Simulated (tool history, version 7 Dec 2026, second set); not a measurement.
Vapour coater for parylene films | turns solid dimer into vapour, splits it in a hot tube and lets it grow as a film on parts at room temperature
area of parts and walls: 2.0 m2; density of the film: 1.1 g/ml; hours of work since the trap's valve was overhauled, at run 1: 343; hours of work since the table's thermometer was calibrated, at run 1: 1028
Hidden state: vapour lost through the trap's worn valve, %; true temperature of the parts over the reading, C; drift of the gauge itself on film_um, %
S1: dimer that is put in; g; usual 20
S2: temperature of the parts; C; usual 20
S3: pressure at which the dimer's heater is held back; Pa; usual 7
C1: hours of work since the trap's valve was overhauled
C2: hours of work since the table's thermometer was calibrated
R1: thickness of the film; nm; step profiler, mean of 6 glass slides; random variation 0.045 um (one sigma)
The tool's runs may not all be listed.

run 1 day=0 | S1=20 S2=20 S3=7 | C1=343 C2=1028 | R1=4450
run 2 day=2.267 | S1=20 S2=20 S3=7 | C1=386 C2=1071 | R1=4440
-- day=2.962 trap's valve overhauled
run 3 day=4.288 | S1=20 S2=20 S3=7.92 | C1=25 C2=1106 | R1=3940
-- day=5.033 table's thermometer calibrated
run 4 day=5.912 | S1=20 S2=20 S3=7.92 | C1=55 C2=17 | R1=3790
run 5 day=8.171 | S1=33 S2=20 S3=7 | C1=98 C2=59 | R1=6280
-- day=8.596 trap's valve overhauled, once more
run 6 day=9.675 | S1=33 S2=20 S3=7 | C1=21 C2=85 | R1=8130
run 7 day=12.346 | S1=33 S2=20 S3=7 | C1=71 C2=135 | R1=8220
run 8 day=14.038 | S1=20 S2=20 S3=7 | C1=103 C2=167 | R1=4760
run 9 day=16.929 | S1=28 S2=14 S3=4.58 | C1=158 C2=222 | R1=8110
run 10 day=19.771 | S1=26 S2=15 S3=6.28 | C1=212 C2=276 | R1=6730
run 11 day=22.162 | S1=26 S2=15 S3=6.28 | C1=257 C2=321 | R1=6600
run 12 day=23.588 | S1=26 S2=15 S3=6.28 | C1=284 C2=348 | R1=6560
run 13 day=24.879 | S1=26 S2=15 S3=6.28 | C1=309 C2=373 | R1=6510
run 14 day=27.158 | S1=20 S2=20 S3=2.8 | C1=352 C2=416 | R1=5270
run 15 day=29.033 | S1=20 S2=20 S3=2.8 | C1=387 C2=452 | R1=5170

Forecast each of these 4 alternatives for the next run:
-- day=29.621 trap's valve overhauled
run A day=31.417 | S1=20 S2=13 S3=4.63 | C1=34 C2=494 | R1=?
-- day=29.621 trap's valve overhauled
run B day=31.417 | S1=17 S2=20 S3=7 | C1=34 C2=494 | R1=?
-- day=29.621 trap's valve overhauled
run C day=31.417 | S1=20 S2=30 S3=7 | C1=34 C2=494 | R1=?
-- day=29.621 trap's valve overhauled
run D day=31.417 | S1=34 S2=13 S3=2.7 | C1=34 C2=494 | R1=?

run=A R1=6220
run=B R1=4290
run=C R1=4060
run=D R1=11630
Without the tool's hidden state the same runs would have given:
run=A R1=6250
run=B R1=4310
run=C R1=4080
run=D R1=11690
